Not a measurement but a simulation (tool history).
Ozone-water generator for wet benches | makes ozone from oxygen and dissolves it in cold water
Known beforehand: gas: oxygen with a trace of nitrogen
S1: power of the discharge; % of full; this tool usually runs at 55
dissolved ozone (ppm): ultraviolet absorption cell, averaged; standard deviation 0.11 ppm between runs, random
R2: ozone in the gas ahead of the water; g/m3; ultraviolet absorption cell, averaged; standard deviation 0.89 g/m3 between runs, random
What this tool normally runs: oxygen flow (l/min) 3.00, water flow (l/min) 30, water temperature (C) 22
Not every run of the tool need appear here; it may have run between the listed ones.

run 1 hour=0.0 | S1=55 oxygen_flow_(l/min)=3.00 water_flow_(l/min)=30 water_temperature_(C)=22 | dissolved_ozone_(ppm)=7.1 R2=148.1
run 2 hour=52.0 | S1=45 oxygen_flow_(l/min)=3.00 water_flow_(l/min)=30 water_temperature_(C)=22 | dissolved_ozone_(ppm)=6.1 R2=129.1
run 3 hour=87.3 | S1=45 oxygen_flow_(l/min)=3.00 water_flow_(l/min)=30 water_temperature_(C)=22 | dissolved_ozone_(ppm)=5.9 R2=128.8
-- hour=104.7 contactor cleaned
run 4 hour=161.8 | S1=45 oxygen_flow_(l/min)=3.00 water_flow_(l/min)=30 water_temperature_(C)=22 | dissolved_ozone_(ppm)=5.9 R2=128.8
run 5 hour=213.8 | S1=55 oxygen_flow_(l/min)=3.00 water_flow_(l/min)=40 water_temperature_(C)=22 | dissolved_ozone_(ppm)=4.6 R2=145.7
run 6 hour=267.5 | S1=55 oxygen_flow_(l/min)=3.00 water_flow_(l/min)=26 water_temperature_(C)=22 | dissolved_ozone_(ppm)=7.9 R2=146.2
-- hour=286.6 contactor cleaned, once more
run 7 hour=329.3 | S1=55 oxygen_flow_(l/min)=3.00 water_flow_(l/min)=27 water_temperature_(C)=22 | dissolved_ozone_(ppm)=8.1 R2=146.9
run 8 hour=390.0 | S1=55 oxygen_flow_(l/min)=3.00 water_flow_(l/min)=27 water_temperature_(C)=22 | dissolved_ozone_(ppm)=8.3 R2=148.0
-- hour=459.9 water thermometer calibrated
run 9 hour=459.9 | S1=55 oxygen_flow_(l/min)=3.00 water_flow_(l/min)=30 water_temperature_(C)=16 | dissolved_ozone_(ppm)=7.9 R2=146.5
run 10 hour=498.4 | S1=55 oxygen_flow_(l/min)=3.00 water_flow_(l/min)=30 water_temperature_(C)=16 | dissolved_ozone_(ppm)=7.7 R2=145.3
run 11 hour=572.1 | S1=55 oxygen_flow_(l/min)=3.00 water_flow_(l/min)=30 water_temperature_(C)=22 | dissolved_ozone_(ppm)=7.4 R2=145.9
run 12 hour=610.0 | S1=55 oxygen_flow_(l/min)=3.00 water_flow_(l/min)=19 water_temperature_(C)=22 | dissolved_ozone_(ppm)=12.0 R2=147.2
run 13 hour=685.0 | S1=55 oxygen_flow_(l/min)=3.00 water_flow_(l/min)=19 water_temperature_(C)=22 | dissolved_ozone_(ppm)=11.8 R2=147.9
run 14 hour=765.2 | S1=55 oxygen_flow_(l/min)=3.00 water_flow_(l/min)=30 water_temperature_(C)=22 | dissolved_ozone_(ppm)=7.3 R2=144.6
run 15 hour=800.7 | S1=55 oxygen_flow_(l/min)=3.00 water_flow_(l/min)=30 water_temperature_(C)=22 | dissolved_ozone_(ppm)=7.3 R2=146.4
run 16 hour=836.6 | S1=55 oxygen_flow_(l/min)=3.00 water_flow_(l/min)=30 water_temperature_(C)=22 | dissolved_ozone_(ppm)=7.3 R2=145.6
run 17 hour=879.7 | S1=63 oxygen_flow_(l/min)=3.00 water_flow_(l/min)=30 water_temperature_(C)=22 | dissolved_ozone_(ppm)=8.0 R2=158.3
run 18 hour=958.8 | S1=55 oxygen_flow_(l/min)=3.63 water_flow_(l/min)=30 water_temperature_(C)=22 | dissolved_ozone_(ppm)=7.6 R2=129.8
run 19 hour=1001.9 | S1=55 oxygen_flow_(l/min)=3.63 water_flow_(l/min)=30 water_temperature_(C)=22 | dissolved_ozone_(ppm)=7.8 R2=130.2
run 20 hour=1072.9 | S1=45 oxygen_flow_(l/min)=2.98 water_flow_(l/min)=30 water_temperature_(C)=22 | dissolved_ozone_(ppm)=6.3 R2=126.3
run 21 hour=1152.5 | S1=55 oxygen_flow_(l/min)=3.00 water_flow_(l/min)=20 water_temperature_(C)=16 | dissolved_ozone_(ppm)=11.9 R2=145.5
run 22 hour=1198.6 | S1=55 oxygen_flow_(l/min)=3.00 water_flow_(l/min)=20 water_temperature_(C)=16 | dissolved_ozone_(ppm)=11.7 R2=145.7
run 23 hour=1243.7 | S1=55 oxygen_flow_(l/min)=3.00 water_flow_(l/min)=20 water_temperature_(C)=16 | dissolved_ozone_(ppm)=11.8 R2=145.6
run 24 hour=1277.2 | S1=55 oxygen_flow_(l/min)=3.00 water_flow_(l/min)=20 water_temperature_(C)=16 | dissolved_ozone_(ppm)=11.9 R2=144.5
run 25 hour=1338.6 | S1=45 oxygen_flow_(l/min)=1.53 water_flow_(l/min)=26 water_temperature_(C)=26 | dissolved_ozone_(ppm)=6.4 R2=185.2
run 26 hour=1394.7 | S1=75 oxygen_flow_(l/min)=1.53 water_flow_(l/min)=26 water_temperature_(C)=24 | dissolved_ozone_(ppm)=9.1 R2=258.0
run 27 hour=1450.7 | S1=55 oxygen_flow_(l/min)=3.00 water_flow_(l/min)=25 water_temperature_(C)=24 | dissolved_ozone_(ppm)=8.8 R2=144.3
run 28 hour=1530.0 | S1=55 oxygen_flow_(l/min)=2.06 water_flow_(l/min)=37 water_temperature_(C)=17 | dissolved_ozone_(ppm)=5.0 R2=181.0
run 29 hour=1588.8 | S1=56 oxygen_flow_(l/min)=2.06 water_flow_(l/min)=42 water_temperature_(C)=15 | dissolved_ozone_(ppm)=4.5 R2=180.7
run 30 hour=1647.8 | S1=55 oxygen_flow_(l/min)=3.00 water_flow_(l/min)=40 water_temperature_(C)=22 | dissolved_ozone_(ppm)=5.0 R2=144.7
run 31 hour=1706.3 | S1=55 oxygen_flow_(l/min)=3.00 water_flow_(l/min)=40 water_temperature_(C)=22 | dissolved_ozone_(ppm)=5.2 R2=145.1
run 32 hour=1763.4 | S1=70 oxygen_flow_(l/min)=3.00 water_flow_(l/min)=30 water_temperature_(C)=27 | dissolved_ozone_(ppm)=8.0 R2=168.1
run 33 hour=1829.8 | S1=55 oxygen_flow_(l/min)=3.98 water_flow_(l/min)=19 water_temperature_(C)=18 | dissolved_ozone_(ppm)=12.6 R2=122.3

Subtracting, for every run, the result it would have given without the tool's unlogged condition from the measured result gives the following. The same run-to-run variation enters both numbers; the gauge's scatter may not:
Hidden conditions of the tool in this case: yield of the discharge, % of new electrodes'; contactor's efficiency, % of a clean one's; true water temperature over the reading, C; drift of the gauge itself on ozone_ppm, %; drift of the gauge itself on gas_g_m3, %.
run=1 dissolved_ozone_(ppm)=-0.5 R2=-0.1
run=2 dissolved_ozone_(ppm)=-0.5 R2=-0.2
run=3 dissolved_ozone_(ppm)=-0.5 R2=-0.2
run=4 dissolved_ozone_(ppm)=-0.6 R2=-0.3
run=5 dissolved_ozone_(ppm)=-0.6 R2=-0.5
run=6 dissolved_ozone_(ppm)=-0.8 R2=-0.6
run=7 dissolved_ozone_(ppm)=-0.1 R2=-0.6
run=8 dissolved_ozone_(ppm)=-0.1 R2=-0.7
run=9 dissolved_ozone_(ppm)=+0.0 R2=-0.9
run=10 dissolved_ozone_(ppm)=+0.0 R2=-0.9
run=11 dissolved_ozone_(ppm)=-0.1 R2=-1.0
run=12 dissolved_ozone_(ppm)=-0.1 R2=-1.1
run=13 dissolved_ozone_(ppm)=-0.1 R2=-1.2
run=14 dissolved_ozone_(ppm)=-0.1 R2=-1.4
run=15 dissolved_ozone_(ppm)=-0.1 R2=-1.4
run=16 dissolved_ozone_(ppm)=-0.1 R2=-1.4
run=17 dissolved_ozone_(ppm)=-0.1 R2=-1.9
run=18 dissolved_ozone_(ppm)=-0.2 R2=-1.5
run=19 dissolved_ozone_(ppm)=-0.1 R2=-1.6
run=20 dissolved_ozone_(ppm)=-0.1 R2=-1.4
run=21 dissolved_ozone_(ppm)=-0.2 R2=-2.1
run=22 dissolved_ozone_(ppm)=-0.2 R2=-2.2
run=23 dissolved_ozone_(ppm)=-0.2 R2=-2.2
run=24 dissolved_ozone_(ppm)=-0.3 R2=-2.2
run=25 dissolved_ozone_(ppm)=-0.2 R2=-2.6
run=26 dissolved_ozone_(ppm)=-0.2 R2=-5.4
run=27 dissolved_ozone_(ppm)=-0.2 R2=-2.6
run=28 dissolved_ozone_(ppm)=-0.2 R2=-3.3
run=29 dissolved_ozone_(ppm)=-0.2 R2=-3.5
run=30 dissolved_ozone_(ppm)=-0.1 R2=-2.9
run=31 dissolved_ozone_(ppm)=-0.2 R2=-3.0
run=32 dissolved_ozone_(ppm)=-0.3 R2=-4.3
run=33 dissolved_ozone_(ppm)=-0.4 R2=-2.7

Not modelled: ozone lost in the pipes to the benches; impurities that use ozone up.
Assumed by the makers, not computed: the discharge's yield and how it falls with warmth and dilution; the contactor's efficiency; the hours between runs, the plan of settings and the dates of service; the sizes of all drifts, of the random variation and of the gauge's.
